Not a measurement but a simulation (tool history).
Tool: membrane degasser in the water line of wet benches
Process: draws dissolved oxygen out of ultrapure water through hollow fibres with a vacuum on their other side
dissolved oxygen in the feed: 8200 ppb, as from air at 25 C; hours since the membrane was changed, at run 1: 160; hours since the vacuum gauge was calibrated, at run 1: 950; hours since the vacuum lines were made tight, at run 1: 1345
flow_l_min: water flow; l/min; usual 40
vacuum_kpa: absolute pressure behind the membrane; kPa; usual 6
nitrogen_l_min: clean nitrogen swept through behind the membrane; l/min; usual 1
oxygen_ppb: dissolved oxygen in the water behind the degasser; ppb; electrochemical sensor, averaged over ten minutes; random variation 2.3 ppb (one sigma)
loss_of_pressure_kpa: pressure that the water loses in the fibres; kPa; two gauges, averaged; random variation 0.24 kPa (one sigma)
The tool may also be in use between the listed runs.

run	hour	flow_l_min	vacuum_kpa	nitrogen_l_min	hours since the membrane was changed	hours since the vacuum gauge was calibrated	hours since the vacuum lines were made tight	oxygen_ppb	loss_of_pressure_kpa
1	0	40	6	1	160	950	1345	233.7	63.94
2	139.5	40	6	1	299	1090	1485	229.7	63.82
3	252.3	40	6	1	412	1202	1598	230.8	64.17
4	320.4	40	6	1	480	1270	1666	228	64.12
5	466.7	40	6	1	627	1417	1812	230.4	64.19
6	541	40	6	1	701	1491	1886	230.7	63.38
7	658.8	40	6	1	819	1609	2004	229.3	63.69
8	726.2	50	6	1	886	1676	2072	275.6	79.73
9	865.2	50	6	0.66	1025	1815	2211	370.5	79.97
10	967.3	50	6	0.66	1127	1917	2313	362.1	80
11	1079.6	40	6	1	1240	2030	2425	229.9	64.44
12	1191.1	40	6	1	1351	2141	2536	230.6	63.74
13	1295.8	40	6	1	1456	2246	2641	228.5	64.29
14	1440.6	40	6	1	1601	2391	2786	227.2	64.25
15	1548.2	40	6	1	1708	2498	2893	231.8	64.44
16	1622.3	40	6	1	1782	2572	2968	231.1	63.91
17	1739.3	28	14.81	1	1899	2689	3085	654.9	44.84
18	1821.4	28	14.81	1	1981	2772	3167	646.7	44.8
19	1949.5	40	8.88	1.5	2109	2900	3295	325.8	64.04
20	2030.2	28	5.8	0.61	2190	2980	3375	231.4	45.21
21	2148.2	25	6	1	2308	3098	3494	152.1	40.41
22	2266.8	25	6.04	0.48	2427	3217	3612	272.4	40.22
23	2409.6	40	6.71	1.53	2570	3360	3755	203.8	64
24	2498.8	35	8.49	1.56	2659	3449	3844	260.4	56.31
25	2602.9	63	14.62	1.46	2763	3553	3948	917.7	101.05
26	2745.4	27	14.62	1.47	2905	3696	4091	446.3	43.45
27	2831	41	5.62	1.47	2991	3781	4176	150.2	65.26
28	2929.6	45	6	0.46	3090	3880	4275	421.5	72
# hour 3009.6: vacuum gauge calibrated
29	3028.6	28	14.29	1.43	3188	19	4373	466.9	44.82
30	3174.6	33	7.38	0.53	3334	165	4519	452.9	52.84
31	3244.4	40	7.28	2.14	3404	235	4589	177.7	64.34

How the hidden state differs across the entries between the runs, from the last listed run before each to the first after it:
Between runs 28 and 29: vacuum gauge calibrated (hour 3009.6)
  no hidden state differs between the two runs

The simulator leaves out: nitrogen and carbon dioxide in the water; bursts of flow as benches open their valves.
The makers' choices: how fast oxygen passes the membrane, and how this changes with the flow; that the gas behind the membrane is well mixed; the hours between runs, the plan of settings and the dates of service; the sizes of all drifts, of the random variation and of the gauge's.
